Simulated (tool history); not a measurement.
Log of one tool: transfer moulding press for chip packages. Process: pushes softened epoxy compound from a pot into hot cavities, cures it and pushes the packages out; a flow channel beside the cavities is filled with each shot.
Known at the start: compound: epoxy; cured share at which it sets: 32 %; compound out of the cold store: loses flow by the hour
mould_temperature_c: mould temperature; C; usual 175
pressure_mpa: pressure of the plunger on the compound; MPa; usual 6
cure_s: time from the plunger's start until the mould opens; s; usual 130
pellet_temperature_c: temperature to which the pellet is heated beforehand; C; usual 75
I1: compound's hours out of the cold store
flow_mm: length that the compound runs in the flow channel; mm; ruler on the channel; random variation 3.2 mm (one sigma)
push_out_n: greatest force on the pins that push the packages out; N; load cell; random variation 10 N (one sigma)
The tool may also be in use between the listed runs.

run 1 hour=0 | mould_temperature_c=175 pressure_mpa=6 cure_s=130 pellet_temperature_c=75 | I1=44.1 | flow_mm=542 push_out_n=726
-- hour=10.2 cavities cleaned with cleaning compound and waxed
run 2 hour=17.6 | mould_temperature_c=175 pressure_mpa=6 cure_s=130 pellet_temperature_c=75 | I1=14.8 | flow_mm=592 push_out_n=497
run 3 hour=49.9 | mould_temperature_c=175 pressure_mpa=6 cure_s=130 pellet_temperature_c=75 | I1=28.5 | flow_mm=567 push_out_n=671
run 4 hour=77.5 | mould_temperature_c=175 pressure_mpa=6 cure_s=130 pellet_temperature_c=75 | I1=13.2 | flow_mm=596 push_out_n=757
-- hour=86.7 cavities cleaned with cleaning compound and waxed
run 5 hour=97.2 | mould_temperature_c=175 pressure_mpa=6 cure_s=130 pellet_temperature_c=75 | I1=40.5 | flow_mm=544 push_out_n=523
run 6 hour=123.1 | mould_temperature_c=175 pressure_mpa=6 cure_s=130 pellet_temperature_c=75 | I1=14.5 | flow_mm=595 push_out_n=640
run 7 hour=151.1 | mould_temperature_c=179 pressure_mpa=6.63 cure_s=130 pellet_temperature_c=75 | I1=12.2 | flow_mm=613 push_out_n=711
-- hour=155.2 mould's thermocouples calibrated
-- hour=167.9 cavities cleaned with cleaning compound and waxed
run 8 hour=178.2 | mould_temperature_c=169 pressure_mpa=4.71 cure_s=130 pellet_temperature_c=75 | I1=19.6 | flow_mm=521 push_out_n=655
run 9 hour=195.2 | mould_temperature_c=177 pressure_mpa=6 cure_s=111 pellet_temperature_c=81 | I1=46.7 | flow_mm=519 push_out_n=623

Run 10 comes next. What will it give?
run 10 hour=224.6 | mould_temperature_c=175 pressure_mpa=6 cure_s=161 pellet_temperature_c=77 | I1=41 | flow_mm=? push_out_n=?

Run 10 gave flow_mm 536 mm, push_out_n 692 N.
Without the tool's hidden state the same run would have given flow_mm 595 mm, push_out_n 440 N.

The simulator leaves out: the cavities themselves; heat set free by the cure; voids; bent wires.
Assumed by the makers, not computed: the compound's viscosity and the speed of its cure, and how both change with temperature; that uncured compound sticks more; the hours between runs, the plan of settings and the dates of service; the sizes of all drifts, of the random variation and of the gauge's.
